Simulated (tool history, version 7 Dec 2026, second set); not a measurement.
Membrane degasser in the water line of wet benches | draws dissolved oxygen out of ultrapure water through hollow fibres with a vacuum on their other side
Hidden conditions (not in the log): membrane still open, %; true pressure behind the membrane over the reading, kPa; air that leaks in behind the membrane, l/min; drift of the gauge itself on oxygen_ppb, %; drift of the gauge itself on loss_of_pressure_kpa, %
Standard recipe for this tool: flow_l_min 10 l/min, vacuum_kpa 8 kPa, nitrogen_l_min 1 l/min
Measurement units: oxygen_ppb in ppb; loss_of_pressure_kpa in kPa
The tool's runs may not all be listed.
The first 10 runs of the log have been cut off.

run,hour,flow_l_min,vacuum_kpa,nitrogen_l_min,hours since the membrane was changed,hours since the vacuum gauge was calibrated,hours since the vacuum lines were made tight,oxygen_ppb,loss_of_pressure_kpa
11,1989,6,10.54,1,13242,3032,7648,117.7,15.92
# hour 2001.6: vacuum gauge calibrated
12,2162.3,6,10.54,1,13415,161,7821,118.4,15.82
13,2313.1,6,12.79,1,13566,311,7972,152.4,15.65
14,2449.8,10,8,1,13703,448,8109,143.8,26.56
15,2610.3,10,8,1,13863,609,8269,146.4,26.43
16,2735,10,8,1,13988,733,8394,147,26.28
17,2884.9,10,8,1.91,14138,883,8544,93.7,26.57
# hour 3070.7: vacuum gauge calibrated, once more
18,3098.7,10,14.24,1.78,14351,28,8757,179.8,26.31
19,3213.1,10,14.24,1.78,14466,142,8872,180,26.58
20,3422.1,16,18.58,1.31,14675,351,9081,509,42.28
21,3644.4,14,18.58,1,14897,574,9303,535.6,37.1
22,3785.8,10,7.51,1,15038,715,9444,130.5,26.62
23,3942.8,10,7.51,1,15195,872,9601,132.3,26.56
24,4187,10,7.35,0.79,15439,1116,9845,151.1,26.64
25,4315.2,16,15.07,0.79,15568,1244,9974,601.2,42.62
26,4577.2,7,6.53,2.84,15830,1507,10236,31.3,18.5
27,4801.6,7,6.53,2.84,16054,1731,10460,31.2,18.9
28,4981.4,7,6.53,2.84,16234,1911,10640,31.2,18.65
29,5101.7,7,6.53,2.84,16354,2031,10760,31.2,18.6
30,5269.9,7,6.53,2.84,16522,2199,10928,31.5,18.58
# hour 5392.7: seals of the vacuum lines changed
31,5481.1,16,8.8,0.97,16732,2408,88,295.2,42.69
# hour 5534.1: membrane cartridge changed
32,5715.7,16,8.8,0.97,182,2639,319,273.6,40.49

What if the next run were any one of these 4? Each begins from the tool's condition after run 32:
A,5962.9,7,14.6,1,429,2886,566,?,?
B,5962.9,14,8.44,1.33,429,2886,566,?,?
C,5962.9,13,8.8,2.34,429,2886,566,?,?
D,5962.9,10,9.81,0.76,429,2886,566,?,?

run,oxygen_ppb,loss_of_pressure_kpa
A,196.2,17.86
B,181.1,35.52
C,119.6,33.03
D,221,25.44
The same runs, with their run-to-run variation unchanged, on a tool lacking any hidden condition would have given:
run,oxygen_ppb,loss_of_pressure_kpa
A,194.4,17.84
B,179.9,35.47
C,118.8,32.99
D,219.5,25.4

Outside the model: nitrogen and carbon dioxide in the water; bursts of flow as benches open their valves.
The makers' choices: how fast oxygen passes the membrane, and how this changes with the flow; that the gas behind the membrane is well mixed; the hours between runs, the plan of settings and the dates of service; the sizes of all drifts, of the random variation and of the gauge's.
